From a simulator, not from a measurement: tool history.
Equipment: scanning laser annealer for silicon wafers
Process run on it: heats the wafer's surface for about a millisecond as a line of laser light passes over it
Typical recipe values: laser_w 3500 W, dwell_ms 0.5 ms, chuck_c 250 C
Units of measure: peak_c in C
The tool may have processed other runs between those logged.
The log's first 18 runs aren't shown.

run 19 day=10.896 | laser_w=3500 dwell_ms=0.533 chuck_c=250 | peak_c=973
run 20 day=11.583 | laser_w=3500 dwell_ms=0.533 chuck_c=250 | peak_c=974
run 21 day=12.058 | laser_w=3500 dwell_ms=0.533 chuck_c=250 | peak_c=970
run 22 day=12.508 | laser_w=3756 dwell_ms=0.391 chuck_c=283 | peak_c=955
run 23 day=13.188 | laser_w=3500 dwell_ms=0.421 chuck_c=250 | peak_c=890
run 24 day=13.746 | laser_w=3100 dwell_ms=0.527 chuck_c=288 | peak_c=905
run 25 day=14.325 | laser_w=3555 dwell_ms=0.552 chuck_c=262 | peak_c=1009
run 26 day=15.108 | laser_w=3555 dwell_ms=0.552 chuck_c=262 | peak_c=1011
run 27 day=15.796 | laser_w=3555 dwell_ms=0.587 chuck_c=211 | peak_c=984
run 28 day=16.271 | laser_w=3555 dwell_ms=0.587 chuck_c=211 | peak_c=982
run 29 day=16.888 | laser_w=3719 dwell_ms=0.587 chuck_c=264 | peak_c=1077
run 30 day=17.329 | laser_w=3719 dwell_ms=0.587 chuck_c=264 | peak_c=1080
run 31 day=17.933 | laser_w=3719 dwell_ms=0.587 chuck_c=264 | peak_c=1077
run 32 day=18.4 | laser_w=3500 dwell_ms=0.57 chuck_c=243 | peak_c=987
run 33 day=19.25 | laser_w=3500 dwell_ms=0.57 chuck_c=243 | peak_c=989
run 34 day=19.729 | laser_w=3089 dwell_ms=0.436 chuck_c=288 | peak_c=840
run 35 day=20.242 | laser_w=3500 dwell_ms=0.357 chuck_c=273 | peak_c=854
run 36 day=20.771 | laser_w=3260 dwell_ms=0.5 chuck_c=250 | peak_c=883
run 37 day=21.158 | laser_w=3260 dwell_ms=0.5 chuck_c=250 | peak_c=887
run 38 day=21.754 | laser_w=3538 dwell_ms=0.456 chuck_c=250 | peak_c=919
run 39 day=22.5 | laser_w=3763 dwell_ms=0.474 chuck_c=230 | peak_c=963
run 40 day=23.008 | laser_w=3834 dwell_ms=0.567 chuck_c=250 | peak_c=1072
run 41 day=23.429 | laser_w=3144 dwell_ms=0.35 chuck_c=235 | peak_c=738
run 42 day=23.804 | laser_w=3376 dwell_ms=0.573 chuck_c=231 | peak_c=935

Predict each of these 3 candidate next runs independently; none follows another, all start after run 42:
run A day=24.354 | laser_w=3694 dwell_ms=0.573 chuck_c=231 | peak_c=?
run B day=24.354 | laser_w=3500 dwell_ms=0.5 chuck_c=249 | peak_c=?
run C day=24.354 | laser_w=3365 dwell_ms=0.5 chuck_c=250 | peak_c=?

run=A peak_c=1022
run=B peak_c=939
run=C peak_c=908
Without the tool's unlogged condition, the same runs would have read:
run=A peak_c=1063
run=B peak_c=975
run=C peak_c=942
